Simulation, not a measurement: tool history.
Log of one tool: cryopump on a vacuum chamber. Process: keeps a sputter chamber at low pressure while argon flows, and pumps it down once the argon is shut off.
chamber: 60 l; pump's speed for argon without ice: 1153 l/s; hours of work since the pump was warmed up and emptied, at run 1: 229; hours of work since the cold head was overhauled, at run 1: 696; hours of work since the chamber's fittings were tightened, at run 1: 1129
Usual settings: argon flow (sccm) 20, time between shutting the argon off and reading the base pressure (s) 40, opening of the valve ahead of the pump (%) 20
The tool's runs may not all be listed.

| run | day | argon flow (sccm) | time between shutting the argon off and reading the base pressure (s) | opening of the valve ahead of the pump (%) | hours of work since the pump was warmed up and emptied | hours of work since the cold head was overhauled | hours of work since the chamber's fittings were tightened | pressure while argon flows (Pa) | pressure after the wait (uPa) |
|---|---|---|---|---|---|---|---|---|---|
| 1 | 0.000 | 20 | 40 | 20 | 229 | 696 | 1129 | 0.1508 | 2.28 |
| 2 | 1.858 | 20 | 40 | 18 | 260 | 727 | 1160 | 0.1677 | 2.39 |
| 3 | 3.333 | 20 | 40 | 18 | 284 | 752 | 1185 | 0.1683 | 2.38 |
| 4 | 5.471 | 20 | 40 | 18 | 320 | 787 | 1221 | 0.1701 | 2.45 |
| 5 | 7.504 | 20 | 40 | 18 | 354 | 821 | 1255 | 0.1695 | 2.54 |
| 6 | 9.612 | 37 | 40 | 20 | 390 | 857 | 1290 | 0.2867 | 2.59 |
|  | 11.892 | pump warmed up, emptied and cooled again |
| 7 | 12.208 | 37 | 40 | 20 | 5 | 897 | 1330 | 0.2725 | 2.23 |
| 8 | 14.512 | 37 | 40 | 20 | 44 | 935 | 1369 | 0.2738 | 2.33 |
| 9 | 15.788 | 37 | 40 | 20 | 65 | 957 | 1390 | 0.2739 | 2.40 |
| 10 | 17.217 | 37 | 40 | 20 | 89 | 981 | 1414 | 0.2761 | 2.42 |
| 11 | 19.088 | 37 | 40 | 20 | 121 | 1012 | 1446 | 0.2766 | 2.52 |
| 12 | 20.779 | 37 | 40 | 20 | 149 | 1040 | 1474 | 0.2774 | 2.46 |
| 13 | 21.800 | 37 | 40 | 20 | 166 | 1057 | 1491 | 0.2775 | 2.54 |
| 14 | 23.704 | 37 | 40 | 20 | 198 | 1089 | 1523 | 0.2789 | 2.63 |
| 15 | 24.821 | 37 | 40 | 20 | 217 | 1108 | 1542 | 0.2807 | 2.52 |
| 16 | 26.858 | 37 | 40 | 20 | 251 | 1142 | 1576 | 0.2811 | 2.73 |
| 17 | 28.692 | 37 | 40 | 20 | 281 | 1173 | 1606 | 0.2823 | 2.76 |
| 18 | 29.717 | 19 | 258 | 43 | 298 | 1190 | 1623 | 0.0703 | 1.85 |
| 19 | 31.738 | 19 | 258 | 43 | 332 | 1224 | 1657 | 0.0720 | 1.88 |
| 20 | 33.858 | 19 | 258 | 43 | 368 | 1259 | 1693 | 0.0726 | 2.05 |
| 21 | 35.196 | 19 | 258 | 43 | 390 | 1282 | 1715 | 0.0738 | 1.97 |
| 22 | 36.538 | 10 | 296 | 34 | 413 | 1304 | 1738 | 0.0477 | 2.04 |
|  | 37.571 | pump warmed up, emptied and cooled again |
| 23 | 38.404 | 10 | 296 | 34 | 14 | 1332 | 1765 | 0.0430 | 1.66 |
| 24 | 39.788 | 20 | 23 | 20 | 37 | 1355 | 1789 | 0.1482 | 3.36 |
| 25 | 41.800 | 26 | 90 | 31 | 71 | 1389 | 1822 | 0.1246 | 2.09 |
| 26 | 42.979 | 26 | 156 | 42 | 91 | 1409 | 1842 | 0.0935 | 1.92 |
| 27 | 44.292 | 9 | 200 | 59 | 113 | 1431 | 1864 | 0.0229 | 1.89 |
| 28 | 45.575 | 9 | 200 | 59 | 134 | 1452 | 1886 | 0.0230 | 1.90 |
| 29 | 47.033 | 20 | 267 | 20 | 158 | 1476 | 1910 | 0.1496 | 1.88 |
| 30 | 48.329 | 25 | 74 | 51 | 180 | 1498 | 1932 | 0.0768 | 2.40 |
| 31 | 50.204 | 25 | 74 | 51 | 212 | 1530 | 1963 | 0.0772 | 2.43 |
|  | 51.738 | leaking fittings of the chamber tightened, without venting |
| 32 | 52.471 | 25 | 70 | 16 | 248 | 1566 | 12 | 0.2357 | 0.95 |
| 33 | 54.588 | 25 | 70 | 37 | 284 | 1602 | 48 | 0.1059 | 1.00 |
| 34 | 56.262 | 25 | 70 | 37 | 312 | 1630 | 76 | 0.1077 | 1.01 |

How the hidden state differs across the entries between the runs, from the last listed run before each to the first after it:
Between runs 6 and 7: pump warmed up, emptied and cooled again (day 11.892)
  pump's speed, % of a pump's without ice: 78.4 -> 99.2; cold plate's temperature, K: 12.36 -> 12.37; leak into the chamber, uPa l/s: 1349 -> 1380
  measured less the result without the state, pressure while argon flows (Pa): +0.0155 -> +0.0008; pressure after the wait (uPa): +1.24 -> +0.94
Between runs 22 and 23: pump warmed up, emptied and cooled again (day 37.571)
  pump's speed, % of a pump's without ice: 76 -> 99.1; cold plate's temperature, K: 12.48 -> 12.49; leak into the chamber, uPa l/s: 1681 -> 1704
  measured less the result without the state, pressure while argon flows (Pa): +0.0048 -> +0.0002; pressure after the wait (uPa): +1.65 -> +1.24
Between runs 31 and 32: leaking fittings of the chamber tightened, without venting (day 51.738)
  pump's speed, % of a pump's without ice: 87.6 -> 85.6; cold plate's temperature, K: 12.54 -> 12.55; leak into the chamber, uPa l/s: 1855 -> 321
  measured less the result without the state, pressure while argon flows (Pa): +0.0056 -> +0.0066; pressure after the wait (uPa): +1.59 -> +0.06

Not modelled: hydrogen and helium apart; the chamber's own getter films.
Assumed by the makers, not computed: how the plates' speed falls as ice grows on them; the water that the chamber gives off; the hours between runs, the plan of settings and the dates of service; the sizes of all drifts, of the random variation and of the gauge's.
